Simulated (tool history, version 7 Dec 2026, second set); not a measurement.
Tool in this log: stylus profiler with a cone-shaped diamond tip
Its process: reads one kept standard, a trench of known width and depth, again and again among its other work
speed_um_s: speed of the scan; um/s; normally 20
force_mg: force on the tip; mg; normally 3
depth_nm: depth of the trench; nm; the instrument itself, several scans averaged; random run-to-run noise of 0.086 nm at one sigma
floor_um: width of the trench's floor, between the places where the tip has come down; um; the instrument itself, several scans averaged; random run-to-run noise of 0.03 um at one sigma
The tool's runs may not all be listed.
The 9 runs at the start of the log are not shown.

run,hour,speed_um_s,force_mg,depth_nm,floor_um
10,87.8,20,3,100.77,18.63
11,101.5,20,4.84,101.16,18.58
12,112.6,20,4.84,100.92,18.57
13,122.7,20,4.84,100.92,18.55
14,130,20,4.84,100.95,18.59
# hour 131.8: height scale calibrated on a step standard
15,138.2,20,4.84,100.89,18.53
16,145.9,13,1.37,100.27,18.57
17,159.6,44,1.89,100.43,18.48
18,173.5,12,2.15,100.5,18.58
19,183.7,20,1.57,100.31,18.57
20,193.5,36,1.75,100.29,18.52
# hour 204.9: height scale calibrated on a step standard, once more
21,208.4,8,2.27,100.68,18.56
22,222.2,28,1.24,100.4,18.47
23,235,17,1.73,100.71,18.55
24,249.2,5,8.31,101.54,18.6
25,256.8,25,2.52,100.74,18.52
26,267.5,25,2.52,100.72,18.53

Run 27 has not been measured yet. What should we expect?
27,274.4,33,7.31,?,?

depth_nm: 101.36 nm
floor_um: 18.53 um
Take away the tool's hidden state, keep the run-to-run variation as it was, and the same run would have given depth_nm 101.36 nm, floor_um 18.69 um.
